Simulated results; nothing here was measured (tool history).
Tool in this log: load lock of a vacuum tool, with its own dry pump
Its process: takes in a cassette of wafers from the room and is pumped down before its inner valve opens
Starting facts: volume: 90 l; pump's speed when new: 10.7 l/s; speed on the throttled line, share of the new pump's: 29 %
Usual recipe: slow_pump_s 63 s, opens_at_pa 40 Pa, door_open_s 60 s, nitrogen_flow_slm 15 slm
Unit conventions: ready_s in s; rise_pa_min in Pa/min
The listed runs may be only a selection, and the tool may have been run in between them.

run      day  slow_pump_s  opens_at_pa  door_open_s  nitrogen_flow_slm  incoming humidity of the room's air, %  ready_s  rise_pa_min
  1    0.000           63           40           60                 15                                    46.4    115.5        0.044
  2    9.450           63           40           60                 15                                    46.6    115.8        0.048
  3   27.512           63           40           60                 15                                    45.9    116.2        0.060
  4   39.383           63           40           60                  5                                    47.1    117.5        0.079
  5   56.938           63           40           60                 15                                    41.6    118.7        0.073
  6   70.567           99           40           60                 15                                    44.8    141.6        0.086
  7   87.642           63           46           60                 15                                    47.3    118.6        0.099
  8  105.296           63           46           60                 15                                    45.1    118.6        0.122
  9  116.625           63           46           60                 15                                    42.6    119.9        0.123
 10  127.792           63           46           60                 15                                    44.8    118.8        0.146
 11  140.396           63           40           60                 15                                    43.7    121.7        0.157
 12  148.562           63           40          137                 15                                    44.0    122.1        0.197
 13  159.475           63           40           60                  8                                    47.9    122.9        0.195
 14  177.954           63           40           27                 15                                    46.0    121.9        0.192
 15  193.446           63           40           27                 15                                    45.4    122.9        0.219
 16  202.008           63           40           27                 15                                    44.4    123.9        0.233
 17  215.171           63           40           27                 15                                    40.6    123.7        0.250
 18  225.742           63           40           27                 15                                    45.7    124.0        0.278
 19  245.167           83           40           60                 15                                    45.8    126.2        0.327
 20  258.288           83           40           60                 15                                    44.6    126.2        0.046
 21  277.846           34           40          150                 15                                    45.9     91.7        0.098
 22  294.333           34           40          150                 15                                    45.5     94.0        0.110
 23  304.050           34           40          150                 15                                    45.0     91.4        0.112
 24  316.596           84           40           60                  5                                    44.4    127.8        0.093
 25  325.475           65           46          158                 15                                    41.4    113.6        0.127
 26  342.212           65           55          158                 15                                    45.9    112.6        0.146
 27  359.896          103           59           60                 15                                    44.9    138.4        0.119
 28  370.446          113           40           96                  6                                    45.2    149.0        0.167
 29  386.404           97           40           38                  5                                    45.7    138.5        0.152
 30  397.046           63           40           50                 15                                    43.9    116.7        0.164
 31  411.608           41           40           50                 15                                    44.2    102.1        0.184
 32  425.208           41           40           54                 38                                    42.9    101.9        0.195
 33  439.142           61           40           60                  4                                    46.4    116.7        0.249
 34  450.583           35           39           63                 24                                    49.3    100.0        0.247
 35  466.771          114           49           60                 15                                    45.1    150.0        0.278
 36  481.071           74           49           60                  5                                    42.5    122.4        0.314
 37  489.271           74           49           36                  8                                    43.5    123.3        0.314
 38  502.496           74           49           36                 16                                    44.6    123.0        0.036

Not shown here: 3 entries made in the log between runs. Locate each between two listed runs and compare the hidden state at the listed run before it with the hidden state at the listed run after it:
Logged between run 18 and run 19: dry pump taken out, an overhauled one fitted (day 241.488)
  pump's speed, % of a new pump's: 77.7 -> 99; leak at the door's seal, Pa l/s: 0.3673 -> 0.4276
  measured minus no-state result, ready_s: +13.6 -> +0.4 s; rise_pa_min: +0.246 -> +0.285 Pa/min
Logged between run 19 and run 20: door's seal changed, seat wiped (day 248.017)
  pump's speed, % of a new pump's: 99 -> 98.3; leak at the door's seal, Pa l/s: 0.4276 -> 0.0085
  measured minus no-state result, ready_s: +0.4 -> +0.8 s; rise_pa_min: +0.285 -> +0.005 Pa/min
Logged between run 37 and run 38: door's seal changed, seat wiped (day 495.500)
  pump's speed, % of a new pump's: 86 -> 85.3; leak at the door's seal, Pa l/s: 0.426 -> 0.0065
  measured minus no-state result, ready_s: +7.0 -> +7.3 s; rise_pa_min: +0.281 -> +0.003 Pa/min
